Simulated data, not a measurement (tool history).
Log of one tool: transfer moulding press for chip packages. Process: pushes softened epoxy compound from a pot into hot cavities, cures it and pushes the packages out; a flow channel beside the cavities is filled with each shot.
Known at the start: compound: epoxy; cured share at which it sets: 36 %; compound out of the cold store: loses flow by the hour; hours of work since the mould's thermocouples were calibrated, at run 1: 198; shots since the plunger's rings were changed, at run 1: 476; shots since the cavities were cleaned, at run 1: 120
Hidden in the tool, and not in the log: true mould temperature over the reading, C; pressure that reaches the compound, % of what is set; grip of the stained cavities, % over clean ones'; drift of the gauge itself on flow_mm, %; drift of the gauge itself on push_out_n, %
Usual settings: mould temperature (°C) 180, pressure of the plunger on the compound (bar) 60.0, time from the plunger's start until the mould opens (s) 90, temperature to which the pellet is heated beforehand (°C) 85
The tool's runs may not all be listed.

| run | hour | mould temperature (°C) | pressure of the plunger on the compound (bar) | time from the plunger's start until the mould opens (s) | temperature to which the pellet is heated beforehand (°C) | hours of work since the mould's thermocouples were calibrated | shots since the plunger's rings were changed | shots since the cavities were cleaned | incoming compound's hours out of the cold store | length that the compound runs in the flow channel (mm) | greatest force on the pins that push the packages out (N) |
|---|---|---|---|---|---|---|---|---|---|---|---|
| 1 | 0.0 | 180 | 60.0 | 90 | 85 | 198 | 476 | 120 | 20.0 | 873 | 720 |
| 2 | 32.4 | 180 | 60.0 | 90 | 85 | 211 | 759 | 403 | 17.7 | 889 | 855 |
|  | 43.9 | cavities cleaned with cleaning compound and waxed |
| 3 | 84.0 | 180 | 60.0 | 90 | 85 | 231 | 1196 | 350 | 45.0 | 745 | 782 |
|  | 103.9 | cavities cleaned with cleaning compound and waxed |
| 4 | 124.2 | 180 | 60.0 | 90 | 85 | 247 | 1535 | 177 | 44.6 | 763 | 713 |
| 5 | 155.1 | 180 | 60.0 | 90 | 85 | 260 | 1805 | 447 | 24.5 | 831 | 851 |
|  | 161.8 | cavities cleaned with cleaning compound and waxed |
| 6 | 205.8 | 180 | 60.0 | 90 | 85 | 280 | 2235 | 384 | 28.1 | 808 | 803 |
|  | 218.6 | cavities cleaned with cleaning compound and waxed |
| 7 | 253.7 | 180 | 60.0 | 90 | 85 | 299 | 2640 | 307 | 14.1 | 875 | 822 |
|  | 278.1 | cavities cleaned with cleaning compound and waxed |
| 8 | 285.0 | 180 | 60.0 | 90 | 85 | 311 | 2901 | 60 | 41.1 | 756 | 622 |
|  | 338.3 | cavities cleaned with cleaning compound and waxed |
| 9 | 347.1 | 180 | 60.0 | 90 | 85 | 336 | 3430 | 77 | 19.1 | 841 | 719 |
| 10 | 389.9 | 180 | 60.0 | 90 | 85 | 354 | 3804 | 451 | 33.6 | 773 | 794 |
|  | 396.2 | cavities cleaned with cleaning compound and waxed |
| 11 | 427.1 | 180 | 60.0 | 90 | 85 | 368 | 4116 | 271 | 44.5 | 732 | 705 |
|  | 454.5 | cavities cleaned with cleaning compound and waxed |
| 12 | 456.8 | 183 | 60.0 | 90 | 85 | 380 | 4362 | 20 | 44.1 | 712 | 502 |
|  | 511.3 | cavities cleaned with cleaning compound and waxed |
|  | 523.8 | mould's thermocouples calibrated |
| 13 | 524.0 | 183 | 60.0 | 90 | 85 | 0 | 4919 | 94 | 10.8 | 856 | 629 |
|  | 569.9 | cavities cleaned with cleaning compound and waxed |
| 14 | 569.9 | 183 | 60.0 | 90 | 85 | 18 | 5307 | 0 | 13.6 | 848 | 598 |
| 15 | 599.1 | 174 | 69.5 | 90 | 85 | 30 | 5562 | 255 | 24.6 | 884 | 1251 |
|  | 628.3 | cavities cleaned with cleaning compound and waxed |
|  | 667.5 | plunger's sealing rings changed |
| 16 | 668.3 | 181 | 58.3 | 90 | 75 | 57 | 8 | 328 | 43.3 | 763 | 759 |
|  | 688.6 | cavities cleaned with cleaning compound and waxed |
| 17 | 711.2 | 177 | 60.0 | 90 | 85 | 74 | 369 | 197 | 28.4 | 844 | 974 |
|  | 744.8 | cavities cleaned with cleaning compound and waxed |
| 18 | 757.0 | 177 | 60.0 | 90 | 85 | 92 | 756 | 106 | 23.1 | 877 | 918 |
| 19 | 785.2 | 177 | 60.0 | 90 | 88 | 104 | 1002 | 352 | 15.3 | 905 | 1126 |
|  | 804.3 | cavities cleaned with cleaning compound and waxed |
| 20 | 844.7 | 182 | 47.5 | 83 | 94 | 127 | 1509 | 353 | 45.7 | 656 | 764 |
|  | 864.7 | cavities cleaned with cleaning compound and waxed |
| 21 | 888.8 | 177 | 60.0 | 90 | 82 | 145 | 1882 | 211 | 42.0 | 768 | 907 |
| 22 | 918.3 | 172 | 54.0 | 117 | 85 | 157 | 2139 | 468 | 25.3 | 806 | 841 |
|  | 924.6 | cavities cleaned with cleaning compound and waxed |
| 23 | 975.1 | 172 | 54.0 | 117 | 85 | 180 | 2623 | 442 | 19.0 | 851 | 899 |
|  | 983.8 | cavities cleaned with cleaning compound and waxed |
| 24 | 1009.2 | 172 | 61.9 | 123 | 79 | 193 | 2907 | 221 | 32.0 | 834 | 739 |
|  | 1042.1 | cavities cleaned with cleaning compound and waxed |
| 25 | 1062.0 | 172 | 61.9 | 123 | 79 | 214 | 3355 | 173 | 13.6 | 929 | 750 |
|  | 1098.7 | cavities cleaned with cleaning compound and waxed |
| 26 | 1105.9 | 180 | 47.0 | 90 | 85 | 232 | 3726 | 63 | 46.4 | 638 | 637 |
| 27 | 1134.8 | 180 | 47.0 | 90 | 85 | 243 | 3978 | 315 | 22.5 | 722 | 788 |

4 ways to go on from here, each from the tool as it stands after run 27. What would each give?
|  | 1156.3 | cavities cleaned with cleaning compound and waxed |
| A | 1187.1 | 180 | 60.0 | 117 | 88 | 264 | 4422 | 269 | 15.5 | ? | ? |
|  | 1156.3 | cavities cleaned with cleaning compound and waxed |
| B | 1187.1 | 180 | 69.8 | 90 | 86 | 264 | 4422 | 269 | 24.0 | ? | ? |
|  | 1156.3 | cavities cleaned with cleaning compound and waxed |
| C | 1187.1 | 178 | 61.1 | 84 | 85 | 264 | 4422 | 269 | 14.8 | ? | ? |
|  | 1156.3 | cavities cleaned with cleaning compound and waxed |
| D | 1187.1 | 180 | 56.3 | 90 | 89 | 264 | 4422 | 269 | 26.3 | ? | ? |

| run | length that the compound runs in the flow channel (mm) | greatest force on the pins that push the packages out (N) |
|---|---|---|
| A | 842 | 579 |
| B | 882 | 794 |
| C | 875 | 1144 |
| D | 773 | 799 |
Without the tool's hidden state the same runs would have given:
| run | length that the compound runs in the flow channel (mm) | greatest force on the pins that push the packages out (N) |
|---|---|---|
| A | 898 | 482 |
| B | 940 | 673 |
| C | 932 | 973 |
| D | 824 | 676 |

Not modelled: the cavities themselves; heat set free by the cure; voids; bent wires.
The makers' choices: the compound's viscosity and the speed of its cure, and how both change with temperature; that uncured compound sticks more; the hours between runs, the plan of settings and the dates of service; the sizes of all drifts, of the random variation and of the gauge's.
